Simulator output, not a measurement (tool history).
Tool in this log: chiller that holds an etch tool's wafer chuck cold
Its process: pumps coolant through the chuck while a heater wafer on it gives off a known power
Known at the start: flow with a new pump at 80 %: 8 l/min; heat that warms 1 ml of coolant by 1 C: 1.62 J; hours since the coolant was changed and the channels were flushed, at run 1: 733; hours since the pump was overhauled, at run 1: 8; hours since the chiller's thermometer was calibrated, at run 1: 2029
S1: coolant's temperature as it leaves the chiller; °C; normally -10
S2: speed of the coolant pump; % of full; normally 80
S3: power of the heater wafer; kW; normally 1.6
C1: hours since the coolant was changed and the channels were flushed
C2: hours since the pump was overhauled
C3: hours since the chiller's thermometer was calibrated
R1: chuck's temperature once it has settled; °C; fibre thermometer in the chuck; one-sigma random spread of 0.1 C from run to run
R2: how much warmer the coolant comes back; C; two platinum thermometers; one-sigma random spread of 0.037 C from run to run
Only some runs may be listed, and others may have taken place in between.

run 1 hour=0 | S1=-10 S2=80 S3=1.6 | C1=733 C2=8 C3=2029 | R1=11.6 R2=7.41
run 2 hour=92.8 | S1=-10 S2=80 S3=1.6 | C1=825 C2=100 C3=2122 | R1=11.7 R2=7.45
run 3 hour=161.1 | S1=-10 S2=80 S3=1.6 | C1=894 C2=169 C3=2190 | R1=11.7 R2=7.49
run 4 hour=213.9 | S1=-10 S2=80 S3=1.6 | C1=946 C2=221 C3=2243 | R1=11.8 R2=7.44
run 5 hour=270.1 | S1=-10 S2=80 S3=1.6 | C1=1003 C2=278 C3=2299 | R1=11.8 R2=7.48
run 6 hour=318.6 | S1=-10 S2=80 S3=1.6 | C1=1051 C2=326 C3=2347 | R1=11.6 R2=7.48
run 7 hour=406 | S1=-10 S2=87 S3=1.6 | C1=1139 C2=413 C3=2435 | R1=10.5 R2=6.9
run 8 hour=509 | S1=-10 S2=87 S3=1.6 | C1=1242 C2=516 C3=2538 | R1=10.3 R2=6.84
run 9 hour=585.5 | S1=-10 S2=87 S3=1.6 | C1=1318 C2=593 C3=2614 | R1=10.3 R2=6.81
run 10 hour=650 | S1=-10 S2=87 S3=1.6 | C1=1383 C2=658 C3=2679 | R1=10.3 R2=6.85
run 11 hour=740.6 | S1=-10 S2=87 S3=1.6 | C1=1473 C2=748 C3=2769 | R1=10.3 R2=6.92
run 12 hour=843.4 | S1=-10 S2=87 S3=1.6 | C1=1576 C2=851 C3=2872 | R1=10.3 R2=6.83
run 13 hour=946.8 | S1=-12 S2=87 S3=1.6 | C1=1679 C2=954 C3=2976 | R1=8.3 R2=6.9
run 14 hour=1014.6 | S1=-10 S2=80 S3=1.6 | C1=1747 C2=1022 C3=3043 | R1=11.6 R2=7.52
run 15 hour=1114.9 | S1=-10 S2=78 S3=1.6 | C1=1847 C2=1122 C3=3144 | R1=12 R2=7.88
run 16 hour=1160.4 | S1=-10 S2=78 S3=1.6 | C1=1893 C2=1168 C3=3189 | R1=11.9 R2=7.76
run 17 hour=1229.8 | S1=-18 S2=73 S3=1.637 | C1=1962 C2=1237 C3=3259 | R1=5.9 R2=8.67
run 18 hour=1305.4 | S1=-6 S2=78 S3=1.953 | C1=2038 C2=1313 C3=3334 | R1=21.2 R2=9.51
run 19 hour=1373 | S1=-6 S2=78 S3=1.953 | C1=2106 C2=1380 C3=3402 | R1=20.9 R2=9.48
run 20 hour=1474.1 | S1=-6 S2=89 S3=1.211 | C1=2207 C2=1482 C3=3503 | R1=9.2 R2=5.27
run 21 hour=1577.3 | S1=-6 S2=89 S3=1.211 | C1=2310 C2=1585 C3=3606 | R1=9.2 R2=5.19
run 22 hour=1678 | S1=-6 S2=89 S3=1.211 | C1=2411 C2=1686 C3=3707 | R1=9.3 R2=5.22
run 23 hour=1762.7 | S1=-20 S2=61 S3=1.211 | C1=2495 C2=1770 C3=3791 | R1=0.4 R2=7.8
run 24 hour=1806 | S1=-20 S2=61 S3=1.211 | C1=2539 C2=1814 C3=3835 | R1=0.5 R2=7.85
run 25 hour=1864.4 | S1=-8 S2=75 S3=1.6 | C1=2597 C2=1872 C3=3893 | R1=14.9 R2=8.29
run 26 hour=1913.2 | S1=-11 S2=75 S3=1.6 | C1=2646 C2=1921 C3=3942 | R1=12 R2=8.31
run 27 hour=1965.9 | S1=-1 S2=63 S3=1.6 | C1=2698 C2=1973 C3=3995 | R1=25.2 R2=9.97
run 28 hour=2009.9 | S1=-1 S2=63 S3=1.6 | C1=2742 C2=2017 C3=4039 | R1=25.4 R2=9.92
run 29 hour=2075.9 | S1=-11 S2=68 S3=1.011 | C1=2809 C2=2083 C3=4105 | R1=4.7 R2=5.93
run 30 hour=2151.2 | S1=-11 S2=68 S3=1.434 | C1=2884 C2=2159 C3=4180 | R1=11.2 R2=8.25
run 31 hour=2233.1 | S1=-5 S2=63 S3=1.777 | C1=2966 C2=2241 C3=4262 | R1=24.2 R2=11.01
run 32 hour=2328.5 | S1=-3 S2=80 S3=1.6 | C1=3061 C2=2336 C3=4357 | R1=18.8 R2=7.75

Some steps in R2, run to run, broken into two amounts with sign: the step expected even without the hidden condition (settings, incoming material, random variation), and the rest, left for the hidden condition together with whatever gauge scatter is not in both the measured and the hidden-condition-free result:
Hidden state at play: heat passed by the chuck's channels, % of clean ones'; flow at a given pump speed, % of a new pump's; coolant's true temperature over the reading, C; drift of the gauge itself on chuck_c, C; drift of the gauge itself on warmer_back_c, C.
Run 1 -> 2: no setting touched and nothing written in the log between the runs. R2 +0.04 C: hidden state +0.02, all else +0.02.
Run 6 -> 7: S2 80 -> 87. R2 -0.58 C: hidden state +0.02, all else -0.6.
Run 7 -> 8: no setting touched and nothing written in the log between the runs. R2 -0.06 C: hidden state +0.02, all else -0.08.
Run 19 -> 20: S2 78 -> 89, S3 1.953 -> 1.211. R2 -4.21 C: hidden state +0.01, all else -4.22.
Run 28 -> 29: S1 -1 -> -11, S2 63 -> 68, S3 1.6 -> 1.011. R2 -3.99 C: hidden state +0, all else -3.99.
Run 31 -> 32: S1 -5 -> -3, S2 63 -> 80, S3 1.777 -> 1.6. R2 -3.26 C: hidden state +0.01, all else -3.27.
